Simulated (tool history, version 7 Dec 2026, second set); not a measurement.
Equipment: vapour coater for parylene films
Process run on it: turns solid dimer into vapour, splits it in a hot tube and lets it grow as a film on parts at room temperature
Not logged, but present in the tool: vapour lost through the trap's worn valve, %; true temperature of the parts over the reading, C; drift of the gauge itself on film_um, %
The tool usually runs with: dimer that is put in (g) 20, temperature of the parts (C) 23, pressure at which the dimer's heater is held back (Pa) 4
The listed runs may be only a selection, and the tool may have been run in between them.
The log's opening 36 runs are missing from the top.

| run | hour | dimer that is put in (g) | temperature of the parts (C) | pressure at which the dimer's heater is held back (Pa) | hours of work since the trap's valve was overhauled | hours of work since the table's thermometer was calibrated | thickness of the film (nm) |
|---|---|---|---|---|---|---|---|
| 37 | 1908 | 18 | 23 | 4.73 | 543 | 1673 | 7160 |
|  | 1945.1 | trap's valve overhauled |
| 38 | 1984.2 | 13 | 23 | 4.73 | 18 | 1707 | 5650 |
| 39 | 2035.6 | 17 | 22 | 6.57 | 43 | 1731 | 7430 |
| 40 | 2105.5 | 15 | 28 | 7.32 | 76 | 1764 | 5400 |
| 41 | 2146.2 | 15 | 28 | 6.27 | 95 | 1784 | 5500 |
| 42 | 2203.6 | 15 | 28 | 6.27 | 122 | 1811 | 5430 |
| 43 | 2252.6 | 15 | 28 | 6.27 | 145 | 1834 | 5490 |
| 44 | 2307.7 | 22 | 21 | 2.43 | 171 | 1860 | 10480 |
| 45 | 2358.5 | 18 | 23 | 4 | 195 | 1884 | 7750 |
| 46 | 2424.6 | 10 | 16 | 3.85 | 226 | 1915 | 5310 |

Branching from run 46: 5 alternative next runs. What would each branch give?
| A | 2471.6 | 35 | 22 | 10.53 | 248 | 1937 | ? |
| B | 2471.6 | 22 | 23 | 4 | 248 | 1937 | ? |
| C | 2471.6 | 12 | 16 | 7.78 | 248 | 1937 | ? |
| D | 2471.6 | 10 | 31 | 5.34 | 248 | 1937 | ? |
| E | 2471.6 | 21 | 16 | 2.44 | 248 | 1937 | ? |

| run | thickness of the film (nm) |
|---|---|
| A | 14130 |
| B | 9290 |
| C | 5890 |
| D | 3310 |
| E | 11330 |
Take away the tool's hidden state, keep each run's random variation, and the runs would have read:
| run | thickness of the film (nm) |
|---|---|
| A | 14630 |
| B | 9630 |
| C | 6100 |
| D | 3430 |
| E | 11730 |

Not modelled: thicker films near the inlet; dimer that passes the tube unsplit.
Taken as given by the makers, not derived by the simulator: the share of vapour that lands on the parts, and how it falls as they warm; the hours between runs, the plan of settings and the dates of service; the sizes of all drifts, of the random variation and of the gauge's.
